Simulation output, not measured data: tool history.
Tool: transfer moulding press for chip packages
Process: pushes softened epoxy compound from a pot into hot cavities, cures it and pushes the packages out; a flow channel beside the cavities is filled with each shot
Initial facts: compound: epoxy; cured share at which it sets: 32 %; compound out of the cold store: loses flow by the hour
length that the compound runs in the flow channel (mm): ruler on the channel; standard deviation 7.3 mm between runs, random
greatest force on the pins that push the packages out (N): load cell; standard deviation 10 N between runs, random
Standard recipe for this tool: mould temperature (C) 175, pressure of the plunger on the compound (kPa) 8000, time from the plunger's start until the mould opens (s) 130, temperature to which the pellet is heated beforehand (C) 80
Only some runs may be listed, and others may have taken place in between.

run	hour	mould temperature (C)	pressure of the plunger on the compound (kPa)	time from the plunger's start until the mould opens (s)	temperature to which the pellet is heated beforehand (C)	incoming compound's hours out of the cold store	length that the compound runs in the flow channel (mm)	greatest force on the pins that push the packages out (N)
1	0.0	175	8000	130	80	44.3	846	732
2	19.1	175	8000	130	80	29.0	922	729
# hour 29.0: cavities cleaned with cleaning compound and waxed
3	53.5	175	8000	130	80	12.8	1026	613
4	83.8	175	8000	110	80	12.4	1030	836
5	107.1	178	8000	130	80	20.6	959	639
6	134.0	175	8000	115	80	37.9	873	815
7	161.6	175	8000	130	80	33.1	893	754
# hour 189.6: plunger's sealing rings changed
8	189.6	175	8000	130	80	32.1	949	744
# hour 214.9: cavities cleaned with cleaning compound and waxed
9	217.8	175	8000	130	80	16.2	1034	487
10	249.1	175	8000	130	80	30.5	960	566
11	282.9	175	8000	119	80	22.3	1007	747
12	300.7	175	8000	118	81	36.5	921	787
13	331.1	175	8000	117	80	29.2	950	840
14	353.8	175	8000	117	80	31.4	935	825
15	377.5	167	8810	130	85	16.0	1120	1210
# hour 399.2: cavities cleaned with cleaning compound and waxed
16	399.2	173	8000	130	87	38.7	901	509
# hour 439.0: mould's thermocouples calibrated
17	439.2	173	9380	130	75	43.3	940	618
18	455.1	173	9380	130	75	46.1	938	638
19	493.3	175	6810	130	81	36.8	833	675
20	523.2	180	9470	118	82	23.0	1037	653
21	540.7	180	9470	118	82	28.4	993	667
22	568.2	177	7700	118	75	20.0	949	747

5 ways to go on from here, each from the tool as it stands after run 22. What would each give?
# hour 586.4: cavities cleaned with cleaning compound and waxed
A	607.6	175	7420	143	75	36.7	?	?
# hour 586.4: cavities cleaned with cleaning compound and waxed
B	607.6	177	7700	118	83	13.9	?	?
# hour 586.4: cavities cleaned with cleaning compound and waxed
C	607.6	175	6530	162	80	23.5	?	?
# hour 586.4: cavities cleaned with cleaning compound and waxed
D	607.6	175	6600	157	77	38.7	?	?
# hour 586.4: cavities cleaned with cleaning compound and waxed
E	607.6	175	7840	130	80	8.2	?	?

run	length that the compound runs in the flow channel (mm)	greatest force on the pins that push the packages out (N)
A	863	498
B	987	523
C	882	476
D	790	477
E	1044	578
With the hidden condition removed and each run's random variation left untouched, the same runs would have given:
run	length that the compound runs in the flow channel (mm)	greatest force on the pins that push the packages out (N)
A	889	418
B	1017	436
C	908	398
D	814	401
E	1075	485
